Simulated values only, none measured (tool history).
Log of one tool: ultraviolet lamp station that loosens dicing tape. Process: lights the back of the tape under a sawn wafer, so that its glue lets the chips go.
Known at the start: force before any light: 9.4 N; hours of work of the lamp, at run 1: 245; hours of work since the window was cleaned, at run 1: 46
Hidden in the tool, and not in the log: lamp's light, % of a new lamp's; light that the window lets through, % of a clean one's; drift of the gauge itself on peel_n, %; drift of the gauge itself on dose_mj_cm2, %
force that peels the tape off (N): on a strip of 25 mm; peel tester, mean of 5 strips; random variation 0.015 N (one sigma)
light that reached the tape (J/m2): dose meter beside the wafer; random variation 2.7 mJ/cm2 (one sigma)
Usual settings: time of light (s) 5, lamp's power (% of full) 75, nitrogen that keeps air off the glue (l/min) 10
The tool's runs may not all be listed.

run   hour  time of light (s)  lamp's power (% of full)  nitrogen that keeps air off the glue (l/min)  hours of work of the lamp  hours of work since the window was cleaned  force that peels the tape off (N)  light that reached the tape (J/m2)
  1      0                  5                        75                                            10                        245                                          46                              0.948                                3170
  2   16.6                  5                        75                                            10                        258                                          59                              0.936                                3230
  3   36.9                  5                        75                                            10                        273                                          74                              0.969                                3170
  4   59.3                  5                        75                                            10                        290                                          91                              1.022                                3170
  5   80.4                  5                        75                                            10                        306                                         107                              0.983                                3140
  6   99.2                  5                        75                                            10                        320                                         121                              1.021                                3000
  7  128.9                  5                        75                                            10                        342                                         143                               1.03                                3040
  8  142.8                  5                        82                                            10                        352                                         154                              0.871                                3280
  9  168.1                  5                        82                                            10                        371                                         173                              0.891                                3260
 10    181                  5                        82                                            10                        381                                         182                              0.935                                3210
 11  198.3                  5                        82                                            10                        394                                         195                               0.92                                3250
 12    217                  5                        82                                            10                        408                                         209                               0.94                                3190
 13  234.4                  5                        75                                            10                        421                                         222                              1.159                                2900
 14  253.6                  8                        75                                            10                        435                                         237                              0.456                                4630
 15  276.3                 10                        75                                            10                        453                                         254                              0.302                                5710
 16  296.1                 10                        75                                            10                        467                                         269                              0.311                                5690
 17    321                 10                        75                                            10                        486                                         287                              0.316                                5550
 18    335                  5                        75                                            17                        497                                         298                              0.822                                2720
 19  349.4                  5                        75                                            10                        507                                         309                              1.197                                2700
 20    368                  3                        75                                            10                        521                                         323                              2.697                                1650
 21  395.4                  5                        75                                            10                        542                                         343                               1.31                                2690
 22    410                  5                        75                                            10                        553                                         354                              1.318                                2660
 23  437.7                  5                        82                                            10                        574                                         375                              1.119                                2910
 24    458                  9                        67                                             5                        589                                         390                              0.966                                4150
 25  474.4                  3                        73                                             5                        601                                         402                              3.982                                1490
 26  503.6                  2                        75                                            10                        623                                         424                              4.192                                1020
 27  529.8                  7                        61                                            10                        643                                         444                              1.181                                2880
 28  552.5                  3                        61                                            10                        660                                         461                              3.738                                1220
 29  569.9                  3                        75                                             4                        673                                         474                              4.352                                1480
 30  599.1                  5                        66                                            10                        695                                         496                              1.857                                2200
 31  627.6                  5                        60                                            10                        716                                         517                              2.269                                1910
 32    657                  5                        60                                            10                        738                                         539                              2.222                                1890
 33  675.8                  6                        68                                             7                        752                                         554                              1.828                                2530
     683.5  -- window cleaned of glue's vapour
 34  694.8                  2                        68                                             7                        766                                           8                              5.361                                 860
 35  708.6                  3                        68                                             5                        777                                          19                              4.335                                1270
 36  728.9                  3                        68                                             5                        792                                          34                              4.488                                1280
 37  741.7                  6                        75                                            10                        801                                          44                              1.215                                2810
 38  755.4                  6                        80                                            11                        812                                          54                              0.987                                2990
 39  782.5                 10                        78                                            10                        832                                          74                              0.412                                4810
 40  806.8                  4                        86                                            10                        850                                          93                              1.944                                2050
 41  820.5                  4                        86                                            10                        860                                         103                               1.97                                2040
 42  847.6                  4                        86                                            10                        881                                         123                              2.014                                2020
 43  877.7                  4                        86                                            10                        903                                         146                              2.071                                1980

Forecast each of these 3 alternatives for the next run:
  A  898.6                  4                        86                                            16                        919                                         161                                  ?                                   ?
  B  898.6                  4                        81                                             4                        919                                         161                                  ?                                   ?
  C  898.6                  4                        86                                            13                        919                                         161                                  ?                                   ?

run  force that peels the tape off (N)  light that reached the tape (J/m2)
  A                              1.598                                1950
  B                              3.478                                1870
  C                              1.785                                2000
Without the tool's hidden state the same runs would have given:
run  force that peels the tape off (N)  light that reached the tape (J/m2)
  A                              0.608                                3270
  B                               1.87                                3130
  C                              0.699                                3330
